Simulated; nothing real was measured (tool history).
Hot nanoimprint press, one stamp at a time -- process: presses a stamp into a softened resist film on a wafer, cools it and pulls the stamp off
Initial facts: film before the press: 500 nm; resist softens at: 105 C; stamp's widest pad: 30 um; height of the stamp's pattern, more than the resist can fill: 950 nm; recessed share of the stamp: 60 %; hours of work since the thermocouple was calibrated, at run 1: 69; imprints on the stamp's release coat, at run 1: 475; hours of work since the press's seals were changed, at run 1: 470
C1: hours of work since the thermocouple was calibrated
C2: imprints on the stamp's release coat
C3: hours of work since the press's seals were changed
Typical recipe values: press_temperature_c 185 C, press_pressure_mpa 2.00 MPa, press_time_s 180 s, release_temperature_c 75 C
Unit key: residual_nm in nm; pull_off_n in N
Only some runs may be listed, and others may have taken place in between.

run 1 day=0.000 | press_temperature_c=185 press_pressure_mpa=2.00 press_time_s=180 release_temperature_c=75 | C1=69 C2=475 C3=470 | residual_nm=272.1 pull_off_n=101
run 2 day=3.304 | press_temperature_c=185 press_pressure_mpa=2.00 press_time_s=180 release_temperature_c=75 | C1=131 C2=896 C3=532 | residual_nm=272.3 pull_off_n=105
run 3 day=5.629 | press_temperature_c=185 press_pressure_mpa=3.03 press_time_s=180 release_temperature_c=75 | C1=174 C2=1192 C3=575 | residual_nm=219.7 pull_off_n=109
-- day=7.517 stamp cleaned and given a new release coat
run 4 day=8.942 | press_temperature_c=185 press_pressure_mpa=2.00 press_time_s=180 release_temperature_c=75 | C1=231 C2=182 C3=632 | residual_nm=271.5 pull_off_n=95
run 5 day=10.871 | press_temperature_c=185 press_pressure_mpa=2.00 press_time_s=180 release_temperature_c=75 | C1=267 C2=427 C3=668 | residual_nm=270.0 pull_off_n=98
run 6 day=12.912 | press_temperature_c=185 press_pressure_mpa=2.00 press_time_s=180 release_temperature_c=75 | C1=305 C2=687 C3=706 | residual_nm=271.8 pull_off_n=99
run 7 day=14.712 | press_temperature_c=185 press_pressure_mpa=2.00 press_time_s=180 release_temperature_c=75 | C1=338 C2=917 C3=739 | residual_nm=269.6 pull_off_n=107
run 8 day=16.475 | press_temperature_c=185 press_pressure_mpa=2.00 press_time_s=180 release_temperature_c=75 | C1=371 C2=1141 C3=772 | residual_nm=268.6 pull_off_n=106
-- day=18.738 stamp cleaned and given a new release coat
-- day=19.238 press's hydraulic seals changed and the load cell set to zero
run 9 day=19.238 | press_temperature_c=185 press_pressure_mpa=2.00 press_time_s=180 release_temperature_c=75 | C1=412 C2=21 C3=0 | residual_nm=264.9 pull_off_n=93
run 10 day=20.829 | press_temperature_c=188 press_pressure_mpa=2.00 press_time_s=180 release_temperature_c=75 | C1=441 C2=224 C3=30 | residual_nm=239.4 pull_off_n=97
-- day=23.442 plate thermocouple calibrated
run 11 day=23.867 | press_temperature_c=188 press_pressure_mpa=2.00 press_time_s=180 release_temperature_c=75 | C1=8 C2=595 C3=84 | residual_nm=250.4 pull_off_n=102
run 12 day=27.046 | press_temperature_c=188 press_pressure_mpa=2.00 press_time_s=180 release_temperature_c=75 | C1=67 C2=1000 C3=143 | residual_nm=250.4 pull_off_n=108
run 13 day=29.021 | press_temperature_c=188 press_pressure_mpa=2.00 press_time_s=180 release_temperature_c=75 | C1=104 C2=1252 C3=180 | residual_nm=248.9 pull_off_n=110
-- day=30.258 stamp cleaned and given a new release coat
run 14 day=31.633 | press_temperature_c=188 press_pressure_mpa=2.00 press_time_s=180 release_temperature_c=75 | C1=148 C2=175 C3=224 | residual_nm=249.2 pull_off_n=96
run 15 day=34.633 | press_temperature_c=188 press_pressure_mpa=2.00 press_time_s=180 release_temperature_c=75 | C1=203 C2=558 C3=279 | residual_nm=246.8 pull_off_n=98
run 16 day=37.704 | press_temperature_c=191 press_pressure_mpa=2.00 press_time_s=221 release_temperature_c=66 | C1=261 C2=949 C3=336 | residual_nm=208.8 pull_off_n=116
run 17 day=40.300 | press_temperature_c=191 press_pressure_mpa=1.36 press_time_s=221 release_temperature_c=60 | C1=309 C2=1280 C3=385 | residual_nm=256.2 pull_off_n=139
-- day=41.296 stamp cleaned and given a new release coat
run 18 day=42.871 | press_temperature_c=191 press_pressure_mpa=1.36 press_time_s=221 release_temperature_c=60 | C1=352 C2=200 C3=428 | residual_nm=257.0 pull_off_n=114
run 19 day=45.879 | press_temperature_c=178 press_pressure_mpa=1.27 press_time_s=221 release_temperature_c=66 | C1=408 C2=584 C3=484 | residual_nm=371.4 pull_off_n=112
run 20 day=47.442 | press_temperature_c=178 press_pressure_mpa=1.27 press_time_s=118 release_temperature_c=66 | C1=437 C2=783 C3=513 | residual_nm=416.9 pull_off_n=119
-- day=50.300 plate thermocouple calibrated
run 21 day=50.875 | press_temperature_c=178 press_pressure_mpa=1.27 press_time_s=118 release_temperature_c=66 | C1=11 C2=1205 C3=574 | residual_nm=418.9 pull_off_n=127
-- day=52.721 stamp cleaned and given a new release coat
run 22 day=54.058 | press_temperature_c=178 press_pressure_mpa=1.27 press_time_s=118 release_temperature_c=66 | C1=65 C2=171 C3=629 | residual_nm=421.6 pull_off_n=113
run 23 day=55.771 | press_temperature_c=174 press_pressure_mpa=2.64 press_time_s=223 release_temperature_c=75 | C1=97 C2=389 C3=661 | residual_nm=325.0 pull_off_n=95
run 24 day=58.983 | press_temperature_c=178 press_pressure_mpa=1.76 press_time_s=132 release_temperature_c=73 | C1=157 C2=799 C3=721 | residual_nm=380.5 pull_off_n=107
run 25 day=61.575 | press_temperature_c=193 press_pressure_mpa=1.50 press_time_s=301 release_temperature_c=76 | C1=205 C2=1128 C3=769 | residual_nm=208.4 pull_off_n=102
-- day=63.912 stamp cleaned and given a new release coat
-- day=64.433 press's hydraulic seals changed and the load cell set to zero
run 26 day=65.567 | press_temperature_c=191 press_pressure_mpa=1.44 press_time_s=210 release_temperature_c=64 | C1=268 C2=168 C3=21 | residual_nm=251.7 pull_off_n=110
run 27 day=69.158 | press_temperature_c=179 press_pressure_mpa=2.38 press_time_s=91 release_temperature_c=82 | C1=335 C2=626 C3=88 | residual_nm=354.8 pull_off_n=87
run 28 day=72.317 | press_temperature_c=185 press_pressure_mpa=1.81 press_time_s=180 release_temperature_c=62 | C1=394 C2=1028 C3=147 | residual_nm=281.3 pull_off_n=132

4 options for the next run, each taken on its own from the tool as it stands now. Forecast them:
run A day=74.775 | press_temperature_c=192 press_pressure_mpa=1.41 press_time_s=180 release_temperature_c=64 | C1=440 C2=1342 C3=192 | residual_nm=? pull_off_n=?
run B day=74.775 | press_temperature_c=185 press_pressure_mpa=1.26 press_time_s=180 release_temperature_c=83 | C1=440 C2=1342 C3=192 | residual_nm=? pull_off_n=?
run C day=74.775 | press_temperature_c=180 press_pressure_mpa=2.00 press_time_s=305 release_temperature_c=75 | C1=440 C2=1342 C3=192 | residual_nm=? pull_off_n=?
run D day=74.775 | press_temperature_c=196 press_pressure_mpa=1.29 press_time_s=157 release_temperature_c=62 | C1=440 C2=1342 C3=192 | residual_nm=? pull_off_n=?

run=A residual_nm=257.0 pull_off_n=124
run=B residual_nm=329.5 pull_off_n=99
run=C residual_nm=267.9 pull_off_n=113
run=D residual_nm=251.6 pull_off_n=128
Stripped of hidden state, with their random variation kept, the same runs would have yielded:
run=A residual_nm=262.8 pull_off_n=107
run=B residual_nm=336.2 pull_off_n=86
run=C residual_nm=274.8 pull_off_n=97
run=D residual_nm=257.1 pull_off_n=110
